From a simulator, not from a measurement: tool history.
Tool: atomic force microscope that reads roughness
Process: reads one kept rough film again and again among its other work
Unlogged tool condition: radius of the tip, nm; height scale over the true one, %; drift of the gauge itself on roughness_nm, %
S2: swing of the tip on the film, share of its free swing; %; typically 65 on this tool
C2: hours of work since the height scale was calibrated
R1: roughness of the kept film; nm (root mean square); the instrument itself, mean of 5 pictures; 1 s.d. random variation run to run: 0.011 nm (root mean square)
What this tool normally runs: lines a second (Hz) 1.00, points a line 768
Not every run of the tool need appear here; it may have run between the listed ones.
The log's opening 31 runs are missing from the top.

Run 32, day 56.825: usual settings but S2 67 %, points a line 723; pictures with this tip 205; C2 2473. Result: R1 2.526 nm (root mean square).
Run 33, day 58.762: usual settings but points a line 266; pictures with this tip 275; C2 2507. Result: R1 2.457 nm (root mean square).
At day 59.862: new tip fitted.
Run 34, day 61.417: usual settings but lines a second (Hz) 3.67, S2 77 %, points a line 544; pictures with this tip 56; C2 2553. Result: R1 2.341 nm (root mean square).
Run 35, day 63.117: usual settings but lines a second (Hz) 3.67, S2 77 %, points a line 384; pictures with this tip 118; C2 2582. Result: R1 2.312 nm (root mean square).
Run 36, day 65.800: usual settings but lines a second (Hz) 0.54, points a line 420; pictures with this tip 216; C2 2629. Result: R1 2.506 nm (root mean square).
At day 68.429: new tip fitted.
Run 37, day 68.492: usual settings but lines a second (Hz) 3.89, S2 66 %, points a line 856; pictures with this tip 2; C2 2675. Result: R1 2.445 nm (root mean square).
Run 38, day 70.504: usual settings but lines a second (Hz) 3.89, S2 66 %, points a line 856; pictures with this tip 75; C2 2710. Result: R1 2.422 nm (root mean square).
Run 39, day 72.504: usual settings but lines a second (Hz) 3.89, S2 66 %, points a line 856; pictures with this tip 148; C2 2744. Result: R1 2.449 nm (root mean square).
Run 40, day 73.646: usual settings but lines a second (Hz) 0.65, S2 62 %; pictures with this tip 190; C2 2764. Result: R1 2.542 nm (root mean square).
Run 41, day 75.429: usual settings but lines a second (Hz) 3.64, points a line 364; pictures with this tip 255; C2 2795. Result: R1 2.421 nm (root mean square).
Run 42, day 76.538: usual settings but lines a second (Hz) 3.64, points a line 364; pictures with this tip 295; C2 2814. Result: R1 2.429 nm (root mean square).
At day 76.988: new tip fitted.
Run 43, day 78.775: usual settings but lines a second (Hz) 3.64, points a line 364; pictures with this tip 65; C2 2853. Result: R1 2.429 nm (root mean square).
At day 78.992: height scale calibrated on a step standard.
Run 44, day 80.942: usual settings but lines a second (Hz) 3.64, points a line 364; pictures with this tip 142; C2 34. Result: R1 2.425 nm (root mean square).
Run 45, day 83.342: usual settings but lines a second (Hz) 0.83, points a line 490; pictures with this tip 230; C2 75. Result: R1 2.531 nm (root mean square).
Run 46, day 84.912: usual settings but lines a second (Hz) 1.11; pictures with this tip 287; C2 103. Result: R1 2.525 nm (root mean square).
At day 85.583: new tip fitted.
Run 47, day 86.950: usual settings but lines a second (Hz) 1.11; pictures with this tip 49; C2 138. Result: R1 2.551 nm (root mean square).
Run 48, day 88.204: usual settings but lines a second (Hz) 0.61, S2 90 %, points a line 284; pictures with this tip 95; C2 159. Result: R1 2.440 nm (root mean square).
Run 49, day 89.525: usual settings but lines a second (Hz) 0.61, S2 90 %, points a line 284; pictures with this tip 143; C2 182. Result: R1 2.445 nm (root mean square).
Run 50, day 91.458: usual settings but lines a second (Hz) 2.88, points a line 319; pictures with this tip 214; C2 216. Result: R1 2.419 nm (root mean square).
Run 51, day 94.033: usual settings but lines a second (Hz) 2.88, points a line 319; pictures with this tip 307; C2 260. Result: R1 2.423 nm (root mean square).
At day 94.254: new tip fitted.
Run 52, day 95.862: usual settings but lines a second (Hz) 2.88, points a line 319; pictures with this tip 58; C2 292. Result: R1 2.442 nm (root mean square).
Run 53, day 97.342: usual settings but lines a second (Hz) 2.88, points a line 319; pictures with this tip 112; C2 317. Result: R1 2.423 nm (root mean square).

Predict each of these 3 candidate next runs independently; none follows another, all start after run 53:
Run A, day 99.296: usual settings but lines a second (Hz) 2.57, S2 79 %, points a line 425; pictures with this tip 183; C2 351. Result: R1 ?.
Run B, day 99.296: usual settings but lines a second (Hz) 2.39, S2 63 %, points a line 319; pictures with this tip 183; C2 351. Result: R1 ?.
Run C, day 99.296: usual settings but lines a second (Hz) 3.03, points a line 319; pictures with this tip 183; C2 351. Result: R1 ?.

run     R1
  A  2.370
  B  2.431
  C  2.416
Without the tool's unlogged condition, the same runs would have read:
run     R1
  A  2.374
  B  2.435
  C  2.420
